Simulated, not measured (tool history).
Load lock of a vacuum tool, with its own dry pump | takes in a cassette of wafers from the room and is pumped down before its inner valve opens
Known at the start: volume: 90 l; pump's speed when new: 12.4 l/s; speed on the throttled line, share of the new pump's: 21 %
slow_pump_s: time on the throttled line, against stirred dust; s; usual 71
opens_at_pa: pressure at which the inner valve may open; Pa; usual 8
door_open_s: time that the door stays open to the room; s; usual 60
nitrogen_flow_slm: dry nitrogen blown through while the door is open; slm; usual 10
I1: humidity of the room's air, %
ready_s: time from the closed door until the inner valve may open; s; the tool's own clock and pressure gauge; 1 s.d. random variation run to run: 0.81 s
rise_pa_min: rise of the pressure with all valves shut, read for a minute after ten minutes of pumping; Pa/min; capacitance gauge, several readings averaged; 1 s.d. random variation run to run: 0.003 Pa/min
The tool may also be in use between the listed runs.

run 1 hour=0 | slow_pump_s=71 opens_at_pa=8 door_open_s=60 nitrogen_flow_slm=10 | I1=43.8 | ready_s=125.4 rise_pa_min=0.046
run 2 hour=158.4 | slow_pump_s=44 opens_at_pa=8 door_open_s=60 nitrogen_flow_slm=10 | I1=41.6 | ready_s=105.9 rise_pa_min=0.036
run 3 hour=338.7 | slow_pump_s=44 opens_at_pa=8 door_open_s=60 nitrogen_flow_slm=10 | I1=45.6 | ready_s=103.5 rise_pa_min=0.047
run 4 hour=419.5 | slow_pump_s=44 opens_at_pa=8 door_open_s=60 nitrogen_flow_slm=10 | I1=45.4 | ready_s=103.9 rise_pa_min=0.04
run 5 hour=512.6 | slow_pump_s=71 opens_at_pa=8 door_open_s=60 nitrogen_flow_slm=9 | I1=45.8 | ready_s=127.7 rise_pa_min=0.046
run 6 hour=614.9 | slow_pump_s=45 opens_at_pa=8 door_open_s=60 nitrogen_flow_slm=10 | I1=44.3 | ready_s=106.1 rise_pa_min=0.048
run 7 hour=780.7 | slow_pump_s=45 opens_at_pa=8 door_open_s=60 nitrogen_flow_slm=33 | I1=44.3 | ready_s=105.7 rise_pa_min=0.028
run 8 hour=919.8 | slow_pump_s=45 opens_at_pa=8 door_open_s=60 nitrogen_flow_slm=33 | I1=43.6 | ready_s=104 rise_pa_min=0.034
run 9 hour=1061.7 | slow_pump_s=71 opens_at_pa=7 door_open_s=60 nitrogen_flow_slm=10 | I1=48.3 | ready_s=128.7 rise_pa_min=0.042
run 10 hour=1147.9 | slow_pump_s=71 opens_at_pa=7 door_open_s=60 nitrogen_flow_slm=10 | I1=48.3 | ready_s=127.3 rise_pa_min=0.047
run 11 hour=1285.3 | slow_pump_s=71 opens_at_pa=7 door_open_s=60 nitrogen_flow_slm=10 | I1=41.6 | ready_s=127.1 rise_pa_min=0.043
run 12 hour=1441.4 | slow_pump_s=71 opens_at_pa=7 door_open_s=60 nitrogen_flow_slm=10 | I1=46.8 | ready_s=127.7 rise_pa_min=0.048
run 13 hour=1590.8 | slow_pump_s=71 opens_at_pa=7 door_open_s=60 nitrogen_flow_slm=10 | I1=48.6 | ready_s=128.4 rise_pa_min=0.058
run 14 hour=1738 | slow_pump_s=71 opens_at_pa=11 door_open_s=60 nitrogen_flow_slm=10 | I1=45.4 | ready_s=125.3 rise_pa_min=0.047
run 15 hour=1869.6 | slow_pump_s=95 opens_at_pa=10 door_open_s=29 nitrogen_flow_slm=22 | I1=42.8 | ready_s=144.7 rise_pa_min=0.031
run 16 hour=1944.6 | slow_pump_s=103 opens_at_pa=7 door_open_s=60 nitrogen_flow_slm=13 | I1=42.5 | ready_s=154.6 rise_pa_min=0.043
run 17 hour=2087 | slow_pump_s=67 opens_at_pa=7 door_open_s=220 nitrogen_flow_slm=13 | I1=50 | ready_s=126.1 rise_pa_min=0.088

Branching from run 17: 4 alternative next runs. What would each branch give?
run A hour=2164.6 | slow_pump_s=71 opens_at_pa=7 door_open_s=63 nitrogen_flow_slm=10 | I1=43.8 | ready_s=? rise_pa_min=?
run B hour=2164.6 | slow_pump_s=67 opens_at_pa=7 door_open_s=77 nitrogen_flow_slm=12 | I1=46.5 | ready_s=? rise_pa_min=?
run C hour=2164.6 | slow_pump_s=71 opens_at_pa=8 door_open_s=60 nitrogen_flow_slm=5 | I1=43.1 | ready_s=? rise_pa_min=?
run D hour=2164.6 | slow_pump_s=67 opens_at_pa=7 door_open_s=220 nitrogen_flow_slm=4 | I1=48.8 | ready_s=? rise_pa_min=?

run=A ready_s=128.8 rise_pa_min=0.048
run=B ready_s=126.3 rise_pa_min=0.054
run=C ready_s=129.5 rise_pa_min=0.059
run=D ready_s=126.1 rise_pa_min=0.117
With the hidden condition removed and each run's random variation left untouched, the same runs would have given:
run=A ready_s=125.5 rise_pa_min=0.04
run=B ready_s=123.1 rise_pa_min=0.046
run=C ready_s=126.2 rise_pa_min=0.051
run=D ready_s=122.8 rise_pa_min=0.11
